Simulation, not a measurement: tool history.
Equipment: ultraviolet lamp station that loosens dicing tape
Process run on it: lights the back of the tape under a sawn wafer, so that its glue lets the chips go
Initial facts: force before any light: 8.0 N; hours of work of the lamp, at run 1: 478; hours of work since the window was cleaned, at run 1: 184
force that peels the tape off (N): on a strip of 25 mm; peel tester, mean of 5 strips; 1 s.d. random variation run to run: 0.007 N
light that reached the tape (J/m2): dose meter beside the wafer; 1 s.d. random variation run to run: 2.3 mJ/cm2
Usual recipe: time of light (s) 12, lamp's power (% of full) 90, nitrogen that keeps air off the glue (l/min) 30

| run | hour | time of light (s) | lamp's power (% of full) | nitrogen that keeps air off the glue (l/min) | hours of work of the lamp | hours of work since the window was cleaned | force that peels the tape off (N) | light that reached the tape (J/m2) |
|---|---|---|---|---|---|---|---|---|
| 1 | 0.0 | 12 | 90 | 30 | 478 | 184 | 0.489 | 1830 |
| 2 | 69.8 | 11 | 90 | 30 | 523 | 228 | 0.656 | 1680 |
| 3 | 100.0 | 11 | 90 | 30 | 542 | 248 | 0.668 | 1660 |
| 4 | 135.3 | 12 | 88 | 30 | 565 | 270 | 0.580 | 1700 |
| 5 | 197.7 | 12 | 90 | 19 | 605 | 310 | 0.809 | 1700 |
| 6 | 249.6 | 12 | 90 | 30 | 638 | 343 | 0.626 | 1660 |
| 7 | 302.9 | 12 | 90 | 30 | 672 | 377 | 0.644 | 1630 |
| 8 | 344.7 | 12 | 90 | 30 | 699 | 404 | 0.688 | 1600 |
| 9 | 376.0 | 12 | 90 | 30 | 719 | 424 | 0.729 | 1570 |
| 10 | 407.5 | 12 | 90 | 30 | 739 | 444 | 0.743 | 1560 |
| 11 | 446.0 | 12 | 90 | 30 | 764 | 469 | 0.772 | 1500 |
| 12 | 491.8 | 12 | 90 | 30 | 793 | 498 | 0.770 | 1500 |
| 13 | 521.5 | 15 | 90 | 30 | 812 | 517 | 0.483 | 1840 |
| 14 | 569.9 | 15 | 90 | 30 | 843 | 548 | 0.555 | 1740 |
| 15 | 615.3 | 15 | 90 | 30 | 872 | 577 | 0.547 | 1740 |
|  | 666.9 | window cleaned of glue's vapour |
| 16 | 670.6 | 12 | 77 | 30 | 907 | 2 | 0.975 | 1340 |
| 17 | 701.6 | 12 | 90 | 14 | 927 | 22 | 1.238 | 1500 |
| 18 | 736.0 | 12 | 90 | 14 | 949 | 44 | 1.200 | 1540 |
| 19 | 770.0 | 10 | 90 | 25 | 971 | 66 | 1.301 | 1220 |
| 20 | 830.3 | 7 | 90 | 40 | 1009 | 105 | 1.823 | 870 |
| 21 | 902.4 | 12 | 77 | 13 | 1055 | 151 | 1.990 | 1200 |
| 22 | 936.3 | 12 | 77 | 13 | 1077 | 172 | 2.043 | 1200 |
|  | 974.9 | lamp changed |
| 23 | 1006.3 | 12 | 77 | 13 | 20 | 217 | 0.908 | 1890 |
| 24 | 1063.3 | 11 | 90 | 19 | 57 | 253 | 0.569 | 2020 |
| 25 | 1106.2 | 16 | 94 | 10 | 84 | 280 | 0.380 | 2950 |

Predict the results of run 26:
| 26 | 1150.5 | 10 | 65 | 36 | 112 | 309 | ? | ? |

force that peels the tape off (N): 0.998
light that reached the tape (J/m2): 1240
Take away the tool's hidden state, keep the run-to-run variation as it was, and the same run would have given force that peels the tape off (N) 0.772, light that reached the tape (J/m2) 1400.
